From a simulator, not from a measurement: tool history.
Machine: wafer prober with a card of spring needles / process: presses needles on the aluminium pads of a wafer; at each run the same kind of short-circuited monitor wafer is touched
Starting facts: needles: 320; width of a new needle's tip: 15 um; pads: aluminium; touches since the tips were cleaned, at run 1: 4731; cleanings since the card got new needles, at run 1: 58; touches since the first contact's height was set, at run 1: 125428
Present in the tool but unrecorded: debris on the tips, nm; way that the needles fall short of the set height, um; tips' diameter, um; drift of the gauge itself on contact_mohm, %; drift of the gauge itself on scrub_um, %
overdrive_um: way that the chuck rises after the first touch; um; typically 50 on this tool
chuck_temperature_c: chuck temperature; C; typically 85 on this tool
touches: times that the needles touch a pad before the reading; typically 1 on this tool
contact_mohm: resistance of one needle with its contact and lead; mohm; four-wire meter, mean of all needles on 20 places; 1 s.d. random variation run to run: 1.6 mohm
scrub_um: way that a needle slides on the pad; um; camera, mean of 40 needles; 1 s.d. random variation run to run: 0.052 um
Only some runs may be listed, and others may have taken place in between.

run   hour  overdrive_um  chuck_temperature_c  touches  touches since the tips were cleaned  cleanings since the card got new needles  touches since the first contact's height was set  contact_mohm  scrub_um
  1    0.0            50                   85        1                                 4731                                        58                                            125428           276      7.47
       2.0  -- tips cleaned on abrasive film
  2    8.9            50                   85        1                                 4715                                        59                                            131472           274      7.43
      10.1  -- tips cleaned on abrasive film
  3   17.5            50                   85        1                                 5085                                        60                                            137294           280      7.34
      18.7  -- tips cleaned on abrasive film
  4   26.1            50                   85        1                                 5083                                        61                                            143098           288      7.43
      27.5  -- tips cleaned on abrasive film
      35.6  -- tips cleaned on abrasive film
  5   37.5            50                   85        1                                 1317                                        63                                            150787           207      7.34
      43.8  -- tips cleaned on abrasive film
  6   50.3            50                   85        2                                 4488                                        64                                            159484           225      7.32
      52.8  -- tips cleaned on abrasive film
  7   60.3            50                   85        1                                 5144                                        65                                            166222           293      7.23
      61.4  -- tips cleaned on abrasive film
      69.5  -- tips cleaned on abrasive film
  8   73.2            50                   85        1                                 2528                                        67                                            174922           247      7.32
      77.9  -- tips cleaned on abrasive film
      86.7  -- tips cleaned on abrasive film
  9   87.7            50                   73        1                                  713                                        69                                            184750           188      7.35
      95.5  -- tips cleaned on abrasive film
 10  101.3            50                   73        1                                 4021                                        70                                            193997           267      7.19
     104.4  -- tips cleaned on abrasive film
     113.2  -- tips cleaned on abrasive film
 11  114.5            50                   85        1                                  869                                        72                                            202869           196      7.16
     121.8  -- tips cleaned on abrasive film
 12  129.7            50                   57        2                                 5395                                        73                                            213242           236      7.27
     130.8  -- tips cleaned on abrasive film
     138.9  -- tips cleaned on abrasive film
 13  138.9            37                   29        1                                    0                                        75                                            219398           173      5.17
     147.7  -- tips cleaned on abrasive film
 14  153.3            37                   29        1                                 3807                                        76                                            229167           366      5.15
     156.0  -- tips cleaned on abrasive film
 15  162.5            67                   35        2                                 4464                                        77                                            235398           186      9.81
     164.1  -- tips cleaned on abrasive film
     165.7  -- height of the first contact set anew
 16  170.6            50                   72        1                                 4267                                        78                                              3347           269      7.75
     172.5  -- tips cleaned on abrasive film
     180.8  -- tips cleaned on abrasive film
 17  188.1            51                   85        3                                 4995                                        80                                             15196           199      7.94
     189.3  -- tips cleaned on abrasive film
     198.7  -- tips cleaned on abrasive film
 18  200.3            52                   96        1                                 1106                                        82                                             23385           194      8.03
     206.8  -- tips cleaned on abrasive film
 19  209.6            43                   72        1                                 1914                                        83                                             29683           244      6.58
     215.0  -- tips cleaned on abrasive film
 20  222.6            50                   85        1                                 5263                                        84                                             38553           283      7.64
     223.7  -- tips cleaned on abrasive film
     232.1  -- tips cleaned on abrasive film
 21  235.4            58                  110        1                                 2237                                        86                                             47136           214      8.87
     241.3  -- tips cleaned on abrasive film
     250.2  -- tips cleaned on abrasive film
 22  251.2            50                   97        1                                  680                                        88                                             57807           196      7.51

5 options for the next run, each taken on its own from the tool as it stands now. Forecast them:
     259.0  -- tips cleaned on abrasive film
  A  259.7            50                   76        2                                  458                                        89                                             63577             ?         ?
     259.0  -- tips cleaned on abrasive film
  B  259.7            31                   97        2                                  458                                        89                                             63577             ?         ?
     259.0  -- tips cleaned on abrasive film
  C  259.7            44                   51        1                                  458                                        89                                             63577             ?         ?
     259.0  -- tips cleaned on abrasive film
  D  259.7            50                   97        3                                  458                                        89                                             63577             ?         ?
     259.0  -- tips cleaned on abrasive film
  E  259.7            45                   97        3                                  458                                        89                                             63577             ?         ?

run  contact_mohm  scrub_um
  A           177      7.60
  B           212      4.58
  C           193      6.57
  D           170      7.51
  E           172      6.92
The same runs, with their run-to-run variation unchanged, on a tool lacking any hidden condition would have given:
run  contact_mohm  scrub_um
  A           155      7.74
  B           160      4.73
  C           147      6.71
  D           156      7.66
  E           156      7.06
